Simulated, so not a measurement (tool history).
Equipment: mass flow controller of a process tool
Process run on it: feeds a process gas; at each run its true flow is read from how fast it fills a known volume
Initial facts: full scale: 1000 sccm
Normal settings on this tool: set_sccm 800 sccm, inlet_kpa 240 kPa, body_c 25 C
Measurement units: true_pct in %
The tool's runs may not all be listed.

run 1 day=0.000 | set_sccm=800 inlet_kpa=240 body_c=25 | true_pct=99.52
run 2 day=4.258 | set_sccm=800 inlet_kpa=240 body_c=25 | true_pct=99.56
run 3 day=11.038 | set_sccm=800 inlet_kpa=240 body_c=25 | true_pct=99.54
run 4 day=15.538 | set_sccm=800 inlet_kpa=240 body_c=25 | true_pct=99.69
run 5 day=23.267 | set_sccm=800 inlet_kpa=240 body_c=25 | true_pct=99.78
run 6 day=31.967 | set_sccm=800 inlet_kpa=240 body_c=35 | true_pct=99.10
run 7 day=40.092 | set_sccm=446 inlet_kpa=240 body_c=25 | true_pct=99.43
run 8 day=47.946 | set_sccm=446 inlet_kpa=240 body_c=25 | true_pct=99.53
run 9 day=52.450 | set_sccm=446 inlet_kpa=240 body_c=25 | true_pct=99.58
run 10 day=59.242 | set_sccm=446 inlet_kpa=240 body_c=25 | true_pct=99.55
run 11 day=68.333 | set_sccm=446 inlet_kpa=240 body_c=25 | true_pct=99.61
run 12 day=75.950 | set_sccm=446 inlet_kpa=240 body_c=25 | true_pct=99.77
run 13 day=81.692 | set_sccm=446 inlet_kpa=240 body_c=25 | true_pct=99.86
run 14 day=90.412 | set_sccm=351 inlet_kpa=190 body_c=33 | true_pct=99.55
run 15 day=96.050 | set_sccm=351 inlet_kpa=177 body_c=29 | true_pct=100.05
run 16 day=104.050 | set_sccm=351 inlet_kpa=177 body_c=29 | true_pct=100.03
run 17 day=112.608 | set_sccm=347 inlet_kpa=177 body_c=29 | true_pct=100.12
run 18 day=121.358 | set_sccm=347 inlet_kpa=177 body_c=29 | true_pct=100.04
run 19 day=126.112 | set_sccm=361 inlet_kpa=196 body_c=39 | true_pct=99.46
run 20 day=130.133 | set_sccm=602 inlet_kpa=259 body_c=35 | true_pct=99.65
run 21 day=138.371 | set_sccm=146 inlet_kpa=219 body_c=26 | true_pct=99.88
run 22 day=144.538 | set_sccm=407 inlet_kpa=165 body_c=27 | true_pct=100.48
run 23 day=152.388 | set_sccm=852 inlet_kpa=250 body_c=27 | true_pct=100.80
run 24 day=160.354 | set_sccm=852 inlet_kpa=250 body_c=27 | true_pct=100.74
run 25 day=165.654 | set_sccm=852 inlet_kpa=250 body_c=27 | true_pct=100.78
run 26 day=172.050 | set_sccm=852 inlet_kpa=250 body_c=27 | true_pct=100.91

Predict each of these 4 candidate next runs independently; none follows another, all start after run 26:
run A day=180.292 | set_sccm=852 inlet_kpa=250 body_c=27 | true_pct=?
run B day=180.292 | set_sccm=237 inlet_kpa=177 body_c=27 | true_pct=?
run C day=180.292 | set_sccm=543 inlet_kpa=150 body_c=31 | true_pct=?
run D day=180.292 | set_sccm=353 inlet_kpa=173 body_c=25 | true_pct=?

run=A true_pct=100.94
run=B true_pct=100.64
run=C true_pct=100.95
run=D true_pct=100.88
With the hidden condition removed and each run's random variation left untouched, the same runs would have given:
run=A true_pct=99.35
run=B true_pct=99.08
run=C true_pct=99.36
run=D true_pct=99.30
